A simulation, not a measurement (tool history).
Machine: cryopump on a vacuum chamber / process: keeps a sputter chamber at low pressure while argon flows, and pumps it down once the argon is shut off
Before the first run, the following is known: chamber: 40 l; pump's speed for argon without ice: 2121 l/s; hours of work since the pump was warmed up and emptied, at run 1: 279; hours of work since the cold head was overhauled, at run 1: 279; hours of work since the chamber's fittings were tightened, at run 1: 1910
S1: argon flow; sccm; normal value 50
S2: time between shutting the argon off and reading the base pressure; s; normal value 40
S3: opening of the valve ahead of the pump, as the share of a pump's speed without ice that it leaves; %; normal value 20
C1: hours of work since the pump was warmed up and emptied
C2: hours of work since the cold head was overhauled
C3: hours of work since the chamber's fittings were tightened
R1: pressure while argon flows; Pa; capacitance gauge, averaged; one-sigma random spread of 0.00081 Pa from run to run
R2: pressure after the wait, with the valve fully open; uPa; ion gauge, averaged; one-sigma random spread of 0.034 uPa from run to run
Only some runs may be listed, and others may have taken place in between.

run 1 hour=0 | S1=50 S2=40 S3=20 | C1=279 C2=279 C3=1910 | R1=0.2047 R2=2.65
run 2 hour=26.9 | S1=50 S2=40 S3=20 | C1=302 C2=302 C3=1933 | R1=0.2048 R2=2.75
run 3 hour=58.2 | S1=50 S2=40 S3=20 | C1=329 C2=329 C3=1960 | R1=0.2045 R2=2.7
run 4 hour=82.4 | S1=50 S2=40 S3=20 | C1=350 C2=350 C3=1981 | R1=0.2042 R2=2.74
run 5 hour=116.2 | S1=50 S2=40 S3=20 | C1=379 C2=379 C3=2010 | R1=0.2062 R2=2.72
-- hour=144.3 leaking fittings of the chamber tightened, without venting
run 6 hour=148.3 | S1=50 S2=40 S3=20 | C1=405 C2=405 C3=3 | R1=0.2066 R2=1.79
run 7 hour=164.6 | S1=21 S2=40 S3=27 | C1=419 C2=419 C3=17 | R1=0.0646 R2=1.83
run 8 hour=192 | S1=99 S2=246 S3=56 | C1=443 C2=443 C3=41 | R1=0.1539 R2=0.46
run 9 hour=218 | S1=29 S2=48 S3=26 | C1=466 C2=466 C3=64 | R1=0.0923 R2=1.61
run 10 hour=240.4 | S1=92 S2=58 S3=22 | C1=485 C2=485 C3=83 | R1=0.3469 R2=1.32
run 11 hour=261.9 | S1=29 S2=40 S3=43 | C1=503 C2=503 C3=101 | R1=0.0585 R2=1.98

Each row is a separate what-if for the run after 11, all from the same tool condition, not one after another. Results?
run A hour=276.5 | S1=44 S2=227 S3=54 | C1=516 C2=516 C3=114 | R1=? R2=?
run B hour=276.5 | S1=49 S2=27 S3=43 | C1=516 C2=516 C3=114 | R1=? R2=?
run C hour=276.5 | S1=91 S2=85 S3=30 | C1=516 C2=516 C3=114 | R1=? R2=?
run D hour=276.5 | S1=29 S2=25 S3=43 | C1=516 C2=516 C3=114 | R1=? R2=?

run=A R1=0.0724 R2=0.54
run=B R1=0.0996 R2=2.74
run=C R1=0.2571 R2=0.98
run=D R1=0.0585 R2=2.9
Without the tool's unlogged condition, the same runs would have read:
run=A R1=0.0652 R2=0.45
run=B R1=0.0916 R2=2.66
run=C R1=0.2422 R2=0.89
run=D R1=0.0538 R2=2.81
